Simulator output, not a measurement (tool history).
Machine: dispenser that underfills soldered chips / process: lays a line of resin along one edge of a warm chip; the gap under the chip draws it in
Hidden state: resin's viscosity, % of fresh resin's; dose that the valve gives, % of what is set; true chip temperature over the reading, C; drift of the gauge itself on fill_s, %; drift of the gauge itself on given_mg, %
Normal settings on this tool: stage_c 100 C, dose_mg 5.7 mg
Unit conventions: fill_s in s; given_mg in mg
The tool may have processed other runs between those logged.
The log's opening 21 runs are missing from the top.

run,day,stage_c,dose_mg,hours of work since the syringe was changed,hours of work since the valve was cleaned,hours of work since the stage was calibrated,fill_s,given_mg
# day 10.292: new syringe of resin
# day 10.671: new syringe of resin
22,10.729,107,6.05,1,22,455,14.2,5.96
# day 11.025: new syringe of resin
23,11.204,93,7.28,3,29,463,26.7,7.12
# day 11.404: new syringe of resin
# day 11.746: new syringe of resin
24,11.796,100,5.77,1,39,472,19.5,5.54
# day 12.071: dispensing valve cleaned and set on the balance
# day 12.125: new syringe of resin
# day 12.471: new syringe of resin
25,12.479,100,5.77,0,6,482,17.2,5.73
# day 12.85: new syringe of resin
26,13.017,91,5.45,3,15,491,28,5.38
# day 13.196: new syringe of resin
# day 13.533: new syringe of resin
27,13.633,96,5.27,2,25,501,22.7,5.13
# day 13.888: new syringe of resin
28,13.929,96,5.27,1,29,505,21.9,5.15
29,14.208,102,6.86,5,34,510,22,6.66
# day 14.254: new syringe of resin
# day 14.588: new syringe of resin
30,14.704,99,5.78,2,42,518,20.1,5.57
# day 14.783: dispensing valve cleaned and set on the balance
# day 14.996: new syringe of resin
31,15.188,99,5.78,3,6,525,21.6,5.73
# day 15.367: new syringe of resin
32,15.579,114,4.96,3,13,531,13.6,4.93
# day 15.738: new syringe of resin
33,16.017,110,6.17,5,20,538,15.8,6.05

Consider 3 possible next runs. They are alternatives, not a sequence: every one starts from the tool as it was left by run 33. What does each give?
# day 16.079: new syringe of resin
A,16.388,110,7.01,5,26,544,?,?
# day 16.079: new syringe of resin
B,16.388,104,6.47,5,26,544,?,?
# day 16.079: new syringe of resin
C,16.388,100,6.25,5,26,544,?,?

run,fill_s,given_mg
A,15.7,6.87
B,20.1,6.33
C,23.1,6.13
Without the tool's unlogged condition, the same runs would have read:
run,fill_s,given_mg
A,11,7.03
B,14.1,6.48
C,16.2,6.28

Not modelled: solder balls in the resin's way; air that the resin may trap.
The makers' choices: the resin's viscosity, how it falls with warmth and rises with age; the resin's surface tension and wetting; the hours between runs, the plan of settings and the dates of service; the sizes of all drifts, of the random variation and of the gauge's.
